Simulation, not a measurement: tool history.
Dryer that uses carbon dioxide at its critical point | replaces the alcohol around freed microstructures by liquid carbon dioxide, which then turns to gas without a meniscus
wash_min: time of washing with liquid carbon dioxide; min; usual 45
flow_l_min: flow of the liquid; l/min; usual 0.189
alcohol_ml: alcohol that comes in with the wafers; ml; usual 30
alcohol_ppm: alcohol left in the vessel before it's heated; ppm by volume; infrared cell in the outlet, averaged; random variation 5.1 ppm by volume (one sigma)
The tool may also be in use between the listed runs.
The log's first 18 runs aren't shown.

| run | hour | wash_min | flow_l_min | alcohol_ml | hours of work since the filter was changed | hours of work since the purifier's bed was changed | alcohol_ppm |
|---|---|---|---|---|---|---|---|
| 19 | 129.5 | 45 | 0.189 | 30 | 82 | 124 | 63 |
| 20 | 137.1 | 45 | 0.117 | 30 | 85 | 126 | 604 |
| 21 | 146.1 | 45 | 0.277 | 30 | 88 | 129 | 19 |
| 22 | 152.1 | 45 | 0.189 | 27 | 90 | 131 | 71 |
| 23 | 156.7 | 64 | 0.183 | 40 | 91 | 133 | 24 |
| 24 | 163.4 | 49 | 0.244 | 116 | 93 | 135 | 30 |
| 25 | 168.3 | 49 | 0.244 | 116 | 95 | 137 | 30 |
| 26 | 175.0 | 49 | 0.244 | 116 | 97 | 139 | 42 |
| 27 | 184.1 | 30 | 0.244 | 24 | 100 | 142 | 129 |
| 28 | 193.6 | 61 | 0.189 | 30 | 103 | 145 | 30 |
| 29 | 199.5 | 72 | 0.193 | 60 | 105 | 147 | 27 |
| 30 | 207.7 | 66 | 0.186 | 119 | 108 | 150 | 35 |
| 31 | 215.1 | 66 | 0.186 | 119 | 111 | 152 | 43 |
| 32 | 224.3 | 51 | 0.150 | 55 | 114 | 155 | 201 |
| 33 | 233.4 | 60 | 0.189 | 99 | 117 | 158 | 42 |
| 34 | 240.1 | 33 | 0.220 | 30 | 119 | 160 | 163 |
| 35 | 246.6 | 33 | 0.220 | 30 | 121 | 163 | 171 |
| 36 | 256.2 | 37 | 0.189 | 48 | 124 | 166 | 305 |
| 37 | 265.0 | 29 | 0.195 | 29 | 127 | 169 | 458 |
| 38 | 275.4 | 35 | 0.149 | 23 | 131 | 172 | 518 |

Forecast run 39:
| 39 | 280.3 | 35 | 0.117 | 23 | 132 | 174 | ? |

Run 39 gave alcohol_ppm 1117 ppm by volume.
Without the tool's hidden state the same run would have given alcohol_ppm 1047 ppm by volume.
